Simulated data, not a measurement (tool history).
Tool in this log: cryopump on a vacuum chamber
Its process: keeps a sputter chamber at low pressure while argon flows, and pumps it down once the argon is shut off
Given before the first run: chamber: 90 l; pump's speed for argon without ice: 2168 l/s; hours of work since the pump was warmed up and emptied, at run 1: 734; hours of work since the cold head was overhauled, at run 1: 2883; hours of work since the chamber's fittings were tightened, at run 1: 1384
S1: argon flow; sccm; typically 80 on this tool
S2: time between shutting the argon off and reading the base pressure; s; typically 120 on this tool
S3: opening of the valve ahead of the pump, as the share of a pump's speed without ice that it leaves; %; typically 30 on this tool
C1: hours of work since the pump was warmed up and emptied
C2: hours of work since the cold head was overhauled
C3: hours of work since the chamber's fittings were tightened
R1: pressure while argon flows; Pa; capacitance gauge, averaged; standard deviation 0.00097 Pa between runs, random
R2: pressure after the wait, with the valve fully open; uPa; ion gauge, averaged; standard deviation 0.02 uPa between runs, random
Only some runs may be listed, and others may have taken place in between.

| run | hour | S1 | S2 | S3 | C1 | C2 | C3 | R1 | R2 |
|---|---|---|---|---|---|---|---|---|---|
| 1 | 0 | 80 | 120 | 30 | 734 | 2883 | 1384 | 0.2186 | 1.32 |
| 2 | 62.7 | 80 | 120 | 30 | 774 | 2923 | 1424 | 0.215 | 1.35 |
| 3 | 124.9 | 80 | 120 | 30 | 813 | 2963 | 1463 | 0.2165 | 1.5 |
| 4 | 206.6 | 80 | 120 | 30 | 865 | 3015 | 1515 | 0.217 | 1.54 |
| 5 | 325 | 39 | 120 | 30 | 940 | 3090 | 1590 | 0.1062 | 1.57 |
| 6 | 411.3 | 39 | 120 | 30 | 995 | 3145 | 1645 | 0.1073 | 1.63 |
| 7 | 462.1 | 80 | 120 | 30 | 1028 | 3177 | 1677 | 0.2187 | 1.63 |
|  | 502 | pump warmed up, emptied and cooled again |
| 8 | 517.6 | 80 | 120 | 30 | 10 | 3209 | 1709 | 0.2107 | 1.56 |
|  | 605.3 | leaking fittings of the chamber tightened, without venting |
| 9 | 608.8 | 80 | 120 | 30 | 67 | 3266 | 2 | 0.211 | 0.29 |
| 10 | 702.5 | 80 | 120 | 30 | 126 | 3325 | 62 | 0.2108 | 0.31 |
| 11 | 776.3 | 80 | 120 | 30 | 173 | 3372 | 109 | 0.2118 | 0.38 |
| 12 | 827.4 | 103 | 120 | 30 | 205 | 3405 | 141 | 0.2702 | 0.42 |
| 13 | 914.3 | 80 | 194 | 30 | 261 | 3460 | 196 | 0.2105 | 0.4 |
| 14 | 981.8 | 80 | 194 | 30 | 303 | 3503 | 239 | 0.2131 | 0.44 |
| 15 | 1081.7 | 80 | 61 | 30 | 367 | 3566 | 303 | 0.2134 | 0.66 |
| 16 | 1144.8 | 80 | 61 | 30 | 407 | 3606 | 343 | 0.2142 | 0.66 |
| 17 | 1198.6 | 43 | 120 | 30 | 441 | 3640 | 377 | 0.1159 | 0.57 |
| 18 | 1297.5 | 36 | 120 | 30 | 504 | 3703 | 440 | 0.097 | 0.64 |
| 19 | 1348.8 | 36 | 120 | 30 | 537 | 3736 | 472 | 0.0971 | 0.66 |
| 20 | 1455.4 | 36 | 120 | 30 | 604 | 3803 | 540 | 0.097 | 0.72 |
| 21 | 1553.5 | 82 | 120 | 26 | 667 | 3866 | 602 | 0.2521 | 0.77 |
| 22 | 1611.4 | 127 | 160 | 26 | 703 | 3902 | 639 | 0.3943 | 0.77 |
| 23 | 1715.2 | 155 | 160 | 26 | 769 | 3968 | 705 | 0.4818 | 0.85 |
| 24 | 1816.3 | 80 | 172 | 15 | 833 | 4033 | 769 | 0.425 | 0.86 |
| 25 | 1901.7 | 38 | 227 | 23 | 888 | 4087 | 823 | 0.1337 | 0.91 |
| 26 | 1998.5 | 59 | 227 | 19 | 949 | 4148 | 885 | 0.2501 | 0.97 |
| 27 | 2093.5 | 59 | 227 | 19 | 1010 | 4209 | 945 | 0.2494 | 1.04 |
|  | 2159.3 | pump warmed up, emptied and cooled again |
| 28 | 2202 | 59 | 227 | 19 | 27 | 4274 | 1011 | 0.2429 | 0.95 |
| 29 | 2306.1 | 59 | 227 | 19 | 93 | 4341 | 1077 | 0.2443 | 1 |
| 30 | 2383.4 | 46 | 28 | 49 | 142 | 4390 | 1126 | 0.0748 | 1.57 |
| 31 | 2463.7 | 67 | 120 | 28 | 193 | 4441 | 1177 | 0.1908 | 1.19 |
| 32 | 2520.2 | 47 | 103 | 17 | 229 | 4477 | 1213 | 0.2181 | 1.24 |
| 33 | 2576.1 | 80 | 120 | 44 | 265 | 4512 | 1249 | 0.1478 | 1.21 |
| 34 | 2627.3 | 80 | 120 | 44 | 297 | 4545 | 1281 | 0.1468 | 1.25 |
| 35 | 2714 | 80 | 212 | 31 | 352 | 4600 | 1336 | 0.2064 | 1.3 |

Each row is a separate what-if for the run after 35, all from the same tool condition, not one after another. Results?
| A | 2810.2 | 88 | 76 | 32 | 413 | 4661 | 1397 | ? | ? |
| B | 2810.2 | 43 | 120 | 56 | 413 | 4661 | 1397 | ? | ? |
| C | 2810.2 | 54 | 94 | 20 | 413 | 4661 | 1397 | ? | ? |

| run | R1 | R2 |
|---|---|---|
| A | 0.2204 | 1.39 |
| B | 0.0627 | 1.35 |
| C | 0.2144 | 1.4 |
What these runs would have given with no unlogged condition in the tool:
| run | R1 | R2 |
|---|---|---|
| A | 0.2138 | 0.31 |
| B | 0.0595 | 0.25 |
| C | 0.2104 | 0.3 |

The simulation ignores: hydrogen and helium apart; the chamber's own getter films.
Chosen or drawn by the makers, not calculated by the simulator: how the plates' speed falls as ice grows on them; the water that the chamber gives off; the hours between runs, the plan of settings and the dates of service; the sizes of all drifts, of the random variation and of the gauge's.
